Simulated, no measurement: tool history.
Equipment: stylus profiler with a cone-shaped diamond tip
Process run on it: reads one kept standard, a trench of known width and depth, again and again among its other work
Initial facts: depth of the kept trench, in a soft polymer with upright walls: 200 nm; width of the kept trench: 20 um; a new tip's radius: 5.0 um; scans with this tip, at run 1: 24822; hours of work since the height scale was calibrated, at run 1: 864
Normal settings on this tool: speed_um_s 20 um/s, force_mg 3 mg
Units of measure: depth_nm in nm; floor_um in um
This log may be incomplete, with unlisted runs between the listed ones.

| run | day | speed_um_s | force_mg | scans with this tip | hours of work since the height scale was calibrated | depth_nm | floor_um |
|---|---|---|---|---|---|---|---|
| 1 | 0 | 20 | 3 | 24822 | 864 | 201.48 | 17.14 |
| 2 | 2.062 | 20 | 3 | 25339 | 903 | 201.52 | 17.1 |
| 3 | 5.325 | 20 | 3 | 26156 | 965 | 201.51 | 17.09 |
|  | 6.529 | height scale calibrated on a step standard |
| 4 | 8.638 | 11 | 3 | 26981 | 40 | 201.45 | 17.18 |
| 5 | 10.942 | 20 | 3 | 27558 | 84 | 201.53 | 17.13 |
| 6 | 12.988 | 20 | 3 | 28071 | 123 | 201.53 | 17.1 |
| 7 | 16.325 | 20 | 3 | 28907 | 187 | 201.41 | 17.08 |
| 8 | 18.579 | 20 | 3 | 29472 | 230 | 201.58 | 17.06 |
| 9 | 19.958 | 20 | 2.02 | 29818 | 256 | 201.18 | 17.08 |
| 10 | 22.721 | 20 | 3 | 30510 | 309 | 201.46 | 17.1 |
| 11 | 25.329 | 5 | 3 | 31163 | 359 | 201.51 | 17.14 |
| 12 | 27.125 | 20 | 3 | 31614 | 393 | 201.6 | 17.03 |
| 13 | 29.262 | 20 | 3 | 32149 | 434 | 201.48 | 17.08 |
| 14 | 31.096 | 20 | 3 | 32608 | 468 | 201.53 | 17.08 |
| 15 | 33.238 | 20 | 3 | 33145 | 509 | 201.5 | 17.03 |
| 16 | 36.008 | 20 | 3 | 33839 | 562 | 201.61 | 17.14 |
| 17 | 38.962 | 20 | 3 | 34579 | 619 | 201.47 | 17.05 |
| 18 | 40.412 | 20 | 3 | 34942 | 646 | 201.53 | 17.04 |
| 19 | 43.725 | 14 | 3 | 35773 | 709 | 201.56 | 17.09 |
| 20 | 45.958 | 14 | 3 | 36332 | 752 | 201.57 | 17.11 |
| 21 | 47.529 | 20 | 3 | 36725 | 782 | 201.47 | 17.1 |
| 22 | 50.042 | 32 | 1.09 | 37356 | 830 | 200.82 | 16.9 |
| 23 | 52.929 | 20 | 2.42 | 38078 | 885 | 201.34 | 17.06 |
| 24 | 56.262 | 70 | 1.69 | 38914 | 948 | 200.94 | 16.68 |
|  | 57.675 | new tip fitted, height scale calibrated |
| 25 | 57.758 | 70 | 1.69 | 21 | 2 | 200.95 | 16.74 |
| 26 | 59.85 | 70 | 1.69 | 545 | 41 | 201.09 | 16.71 |
| 27 | 61.233 | 20 | 1.2 | 891 | 68 | 200.85 | 17.03 |
| 28 | 63.862 | 20 | 1.2 | 1550 | 118 | 200.75 | 17.06 |
| 29 | 67.071 | 30 | 3 | 2354 | 179 | 201.5 | 17.07 |
| 30 | 70.392 | 30 | 3 | 3186 | 242 | 201.55 | 17.07 |
| 31 | 73.65 | 6 | 3 | 4002 | 305 | 201.42 | 17.21 |
| 32 | 75.954 | 59 | 3.11 | 4580 | 349 | 201.5 | 16.93 |
| 33 | 77.375 | 59 | 4.14 | 4936 | 376 | 201.9 | 16.96 |
| 34 | 80.046 | 34 | 2.85 | 5605 | 427 | 201.51 | 16.99 |
| 35 | 82.008 | 17 | 1.99 | 6097 | 464 | 201.19 | 17.18 |
| 36 | 84.725 | 13 | 2.12 | 6777 | 516 | 201.21 | 17.13 |
| 37 | 86.838 | 22 | 1.1 | 7307 | 556 | 200.74 | 17.01 |
| 38 | 89.467 | 22 | 1.1 | 7966 | 606 | 200.85 | 16.98 |
| 39 | 91.575 | 20 | 1.6 | 8494 | 646 | 200.9 | 17.08 |
| 40 | 94.467 | 10 | 1.18 | 9219 | 702 | 200.77 | 17.12 |
| 41 | 96.108 | 34 | 1.46 | 9630 | 733 | 200.89 | 16.96 |

Forecast each of these 4 alternatives for the next run:
| A | 97.796 | 5 | 3 | 10053 | 765 | ? | ? |
| B | 97.796 | 58 | 3.89 | 10053 | 765 | ? | ? |
| C | 97.796 | 20 | 1.53 | 10053 | 765 | ? | ? |
| D | 97.796 | 5 | 3.38 | 10053 | 765 | ? | ? |

| run | depth_nm | floor_um |
|---|---|---|
| A | 201.48 | 17.16 |
| B | 201.8 | 16.91 |
| C | 200.99 | 17.06 |
| D | 201.55 | 17.12 |
Had the tool no hidden state, the same runs would have come out as:
| run | depth_nm | floor_um |
|---|---|---|
| A | 201.48 | 17.17 |
| B | 201.8 | 16.91 |
| C | 200.99 | 17.06 |
| D | 201.55 | 17.12 |
